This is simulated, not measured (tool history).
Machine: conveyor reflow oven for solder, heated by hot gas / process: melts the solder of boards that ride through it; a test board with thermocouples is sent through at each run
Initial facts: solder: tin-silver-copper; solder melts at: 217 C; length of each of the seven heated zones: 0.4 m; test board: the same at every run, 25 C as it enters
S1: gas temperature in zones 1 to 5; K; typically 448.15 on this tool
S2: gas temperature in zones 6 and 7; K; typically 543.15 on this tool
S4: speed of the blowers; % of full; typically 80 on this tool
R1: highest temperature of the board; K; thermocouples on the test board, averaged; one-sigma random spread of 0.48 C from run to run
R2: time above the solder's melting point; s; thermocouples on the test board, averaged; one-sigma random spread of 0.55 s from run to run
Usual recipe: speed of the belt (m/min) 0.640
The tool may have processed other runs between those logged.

Run 1, hour 0.0: usual settings. Result: R1 527.35 K, R2 57.7 s.
Run 2, hour 20.1: usual settings. Result: R1 527.35 K, R2 58.4 s.
Run 3, hour 32.0: usual settings. Result: R1 527.25 K, R2 58.4 s.
Run 4, hour 53.3: usual settings but speed of the belt (m/min) 0.731. Result: R1 522.35 K, R2 46.8 s.
Run 5, hour 71.9: usual settings but speed of the belt (m/min) 0.731. Result: R1 522.05 K, R2 46.6 s.
Run 6, hour 98.5: usual settings but speed of the belt (m/min) 0.597. Result: R1 528.95 K, R2 63.8 s.
Run 7, hour 121.0: usual settings but speed of the belt (m/min) 0.597. Result: R1 528.75 K, R2 64.1 s.
Run 8, hour 142.4: usual settings but speed of the belt (m/min) 0.597. Result: R1 528.35 K, R2 63.7 s.
At hour 161.2: flux residue cleaned out of gas plates and filters.
Run 9, hour 166.3: usual settings. Result: R1 529.35 K, R2 60.2 s.
Run 10, hour 181.0: usual settings. Result: R1 528.95 K, R2 60.3 s.
Run 11, hour 203.7: usual settings. Result: R1 529.85 K, R2 60.2 s.
Run 12, hour 230.7: usual settings. Result: R1 528.75 K, R2 60.1 s.
Run 13, hour 242.2: usual settings. Result: R1 529.45 K, R2 59.5 s.
Run 14, hour 265.5: usual settings. Result: R1 528.95 K, R2 60.3 s.
At hour 270.6: belt drive overhauled, speed set with a stopwatch.
Run 15, hour 290.9: usual settings but S2 553.15 K. Result: R1 538.25 K, R2 64.9 s.
Run 16, hour 312.8: usual settings but S1 447.15 K, speed of the belt (m/min) 0.695, S4 82 % of full. Result: R1 526.95 K, R2 52.6 s.
Run 17, hour 325.8: usual settings but S1 463.15 K, S2 534.15 K, speed of the belt (m/min) 0.647. Result: R1 523.35 K, R2 61.8 s.
Run 18, hour 337.5: usual settings but speed of the belt (m/min) 0.538, S4 52 % of full. Result: R1 528.65 K, R2 71.8 s.
Run 19, hour 355.9: usual settings but S1 452.15 K, S2 532.15 K, speed of the belt (m/min) 0.601, S4 77 % of full. Result: R1 520.25 K, R2 60.0 s.
Run 20, hour 372.6: usual settings. Result: R1 528.75 K, R2 59.5 s.
At hour 394.7: belt drive overhauled, speed set with a stopwatch, once more.
Run 21, hour 396.3: usual settings but S1 451.15 K, S2 553.15 K, speed of the belt (m/min) 0.755, S4 59 % of full. Result: R1 528.25 K, R2 48.3 s.
Run 22, hour 417.7: usual settings but S1 441.15 K, S2 558.15 K. Result: R1 540.85 K, R2 63.0 s.
Run 23, hour 434.9: usual settings but S1 439.15 K, S2 558.15 K, speed of the belt (m/min) 0.540, S4 57 % of full. Result: R1 540.85 K, R2 75.3 s.
Run 24, hour 462.0: usual settings but S2 550.15 K, S4 59 % of full. Result: R1 530.35 K, R2 59.0 s.
Run 25, hour 482.4: usual settings but S2 550.15 K, S4 59 % of full. Result: R1 531.05 K, R2 59.2 s.
Run 26, hour 500.1: usual settings but S2 550.15 K, S4 59 % of full. Result: R1 530.35 K, R2 59.0 s.
Run 27, hour 523.7: usual settings but S1 452.15 K, S2 550.15 K, speed of the belt (m/min) 0.529, S4 59 % of full. Result: R1 536.85 K, R2 78.9 s.
Run 28, hour 537.8: usual settings but S1 452.15 K, S2 550.15 K, speed of the belt (m/min) 0.529, S4 59 % of full. Result: R1 535.65 K, R2 78.8 s.
Run 29, hour 552.4: usual settings but S2 552.15 K, S4 65 % of full. Result: R1 532.75 K, R2 60.8 s.
Run 30, hour 563.9: usual settings but S1 441.15 K, speed of the belt (m/min) 0.574. Result: R1 529.15 K, R2 64.6 s.

What if the next run were any one of these 5? Each begins from the tool's condition after run 30:
Run A, hour 584.6: usual settings but S1 460.15 K, speed of the belt (m/min) 0.656. Result: R1 ?, R2 ?.
Run B, hour 584.6: usual settings but S1 455.15 K, speed of the belt (m/min) 0.537, S4 89 % of full. Result: R1 ?, R2 ?.
Run C, hour 584.6: usual settings but S1 435.15 K, speed of the belt (m/min) 0.574. Result: R1 ?, R2 ?.
Run D, hour 584.6: usual settings but S1 442.15 K, speed of the belt (m/min) 0.688, S4 68 % of full. Result: R1 ?, R2 ?.
Run E, hour 584.6: usual settings but S1 437.15 K, S2 541.15 K, speed of the belt (m/min) 0.574, S4 61 % of full. Result: R1 ?, R2 ?.

run      R1    R2
  A  528.55  62.8
  B  533.55  78.2
  C  528.25  61.1
  D  522.05  47.0
  E  523.85  57.7
Without the tool's hidden state the same runs would have given:
run      R1    R2
  A  531.85  64.9
  B  536.65  80.1
  C  531.85  63.9
  D  525.85  50.1
  E  527.25  60.9
